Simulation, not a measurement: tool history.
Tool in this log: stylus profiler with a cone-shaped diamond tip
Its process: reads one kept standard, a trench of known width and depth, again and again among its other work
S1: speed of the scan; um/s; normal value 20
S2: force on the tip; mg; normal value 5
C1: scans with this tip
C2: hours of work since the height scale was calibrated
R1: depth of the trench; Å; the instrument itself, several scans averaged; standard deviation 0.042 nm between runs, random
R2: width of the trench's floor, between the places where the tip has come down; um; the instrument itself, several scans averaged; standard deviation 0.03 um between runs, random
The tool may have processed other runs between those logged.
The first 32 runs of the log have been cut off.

-- hour=485.5 height scale calibrated on a step standard, once more
run 33 hour=486.5 | S1=39 S2=2.85 | C1=11041 C2=1 | R1=1006.3 R2=17.95
run 34 hour=506.2 | S1=39 S2=2.85 | C1=11206 C2=16 | R1=1006.4 R2=17.89
run 35 hour=525 | S1=57 S2=14.54 | C1=11363 C2=30 | R1=1019.8 R2=17.96
run 36 hour=536.3 | S1=57 S2=5.02 | C1=11457 C2=39 | R1=1009.6 R2=17.89
run 37 hour=552.2 | S1=57 S2=5.02 | C1=11591 C2=51 | R1=1009.8 R2=17.91
run 38 hour=561.3 | S1=57 S2=5.02 | C1=11666 C2=58 | R1=1009.6 R2=17.81
run 39 hour=578.4 | S1=6 S2=5.65 | C1=11809 C2=71 | R1=1010.9 R2=18.11
run 40 hour=592.1 | S1=20 S2=1.68 | C1=11924 C2=81 | R1=1003.8 R2=17.95
run 41 hour=610.6 | S1=42 S2=14.12 | C1=12078 C2=95 | R1=1019.5 R2=18
run 42 hour=623 | S1=11 S2=3.03 | C1=12182 C2=105 | R1=1006.6 R2=18
run 43 hour=643.1 | S1=34 S2=3.03 | C1=12350 C2=120 | R1=1006.2 R2=17.9
run 44 hour=660.9 | S1=9 S2=5.02 | C1=12499 C2=133 | R1=1009.1 R2=17.99
run 45 hour=682.4 | S1=36 S2=2.35 | C1=12678 C2=150 | R1=1005.8 R2=17.8
run 46 hour=703.7 | S1=36 S2=2.35 | C1=12857 C2=166 | R1=1004.5 R2=17.8

What if the next run were any one of these 4? Each begins from the tool's condition after run 46:
run A hour=716.5 | S1=36 S2=1.74 | C1=12963 C2=176 | R1=? R2=?
run B hour=716.5 | S1=42 S2=10.56 | C1=12963 C2=176 | R1=? R2=?
run C hour=716.5 | S1=7 S2=7 | C1=12963 C2=176 | R1=? R2=?
run D hour=716.5 | S1=20 S2=4.57 | C1=12963 C2=176 | R1=? R2=?

run=A R1=1003.8 R2=17.79
run=B R1=1015.6 R2=17.9
run=C R1=1011.2 R2=18.01
run=D R1=1008.5 R2=17.96
Had the tool no hidden state, the same runs would have come out as:
run=A R1=1004.9 R2=18.49
run=B R1=1016.8 R2=18.6
run=C R1=1012.4 R2=18.71
run=D R1=1009.7 R2=18.66

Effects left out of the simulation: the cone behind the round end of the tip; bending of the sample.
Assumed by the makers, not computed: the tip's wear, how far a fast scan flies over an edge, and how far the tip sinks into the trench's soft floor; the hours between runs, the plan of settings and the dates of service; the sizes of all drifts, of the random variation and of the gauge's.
